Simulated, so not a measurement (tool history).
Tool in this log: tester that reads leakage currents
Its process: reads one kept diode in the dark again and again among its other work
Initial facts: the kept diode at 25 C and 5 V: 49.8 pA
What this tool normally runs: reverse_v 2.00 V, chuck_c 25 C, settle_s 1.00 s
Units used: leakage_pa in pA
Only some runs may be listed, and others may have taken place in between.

run	day	reverse_v	chuck_c	settle_s	leakage_pa
1	0.000	2.00	25	1.00	39.42
2	3.683	2.00	25	1.00	39.58
3	7.821	2.00	25	1.00	39.72
4	13.121	2.00	43	1.00	190.20
5	17.704	2.00	43	1.00	190.35
6	20.796	2.00	25	1.00	40.36
7	26.488	9.91	25	1.00	73.89
8	31.338	9.91	44	1.00	376.12
# day 36.458: chuck's temperature calibrated
9	36.458	9.91	44	1.00	394.69
10	42.679	9.91	44	1.00	398.22
11	48.588	2.00	25	2.15	43.55
12	54.700	5.51	25	1.00	64.29
13	58.708	5.51	25	1.00	64.68
14	65.517	5.51	25	1.00	65.35
15	70.692	5.51	25	1.00	65.39
16	75.254	5.51	25	1.00	66.34
17	78.646	5.51	25	1.00	66.76
# day 80.712: chuck's temperature calibrated, once more
18	83.250	2.00	25	1.00	37.11
19	89.462	2.00	25	1.00	37.38
20	94.496	2.00	25	3.33	37.47
21	100.221	5.99	43	4.87	269.15
22	104.542	2.30	43	4.87	191.31
23	108.108	2.30	43	4.87	191.30
24	115.125	1.18	54	1.00	364.17
# day 120.596: probe card cleaned and baked
25	121.642	1.18	54	1.00	367.07
26	125.142	1.18	54	1.00	365.12
27	128.592	2.00	60	1.00	702.79
28	132.350	2.00	21	9.32	26.30
29	135.575	1.80	54	0.54	431.10
30	141.138	14.27	25	3.82	80.55
31	148.362	4.02	25	4.70	50.61
32	153.404	1.72	22	1.10	28.62
33	160.233	3.60	20	4.76	31.30
34	165.675	6.33	23	1.78	51.61
35	170.221	2.00	31	0.46	70.57
# day 172.583: tester calibrated
36	177.283	2.00	31	0.46	70.03
37	182.596	2.00	58	5.15	626.44
38	185.917	2.00	58	5.15	627.64

3 options for the next run, each taken on its own from the tool as it stands now. Forecast them:
A	191.512	2.00	40	6.75	?
B	191.512	2.00	28	2.13	?
C	191.512	2.10	47	5.15	?

run	leakage_pa
A	152.47
B	53.62
C	274.32
Without the tool's unlogged condition, the same runs would have read:
run	leakage_pa
A	135.69
B	47.10
C	245.55

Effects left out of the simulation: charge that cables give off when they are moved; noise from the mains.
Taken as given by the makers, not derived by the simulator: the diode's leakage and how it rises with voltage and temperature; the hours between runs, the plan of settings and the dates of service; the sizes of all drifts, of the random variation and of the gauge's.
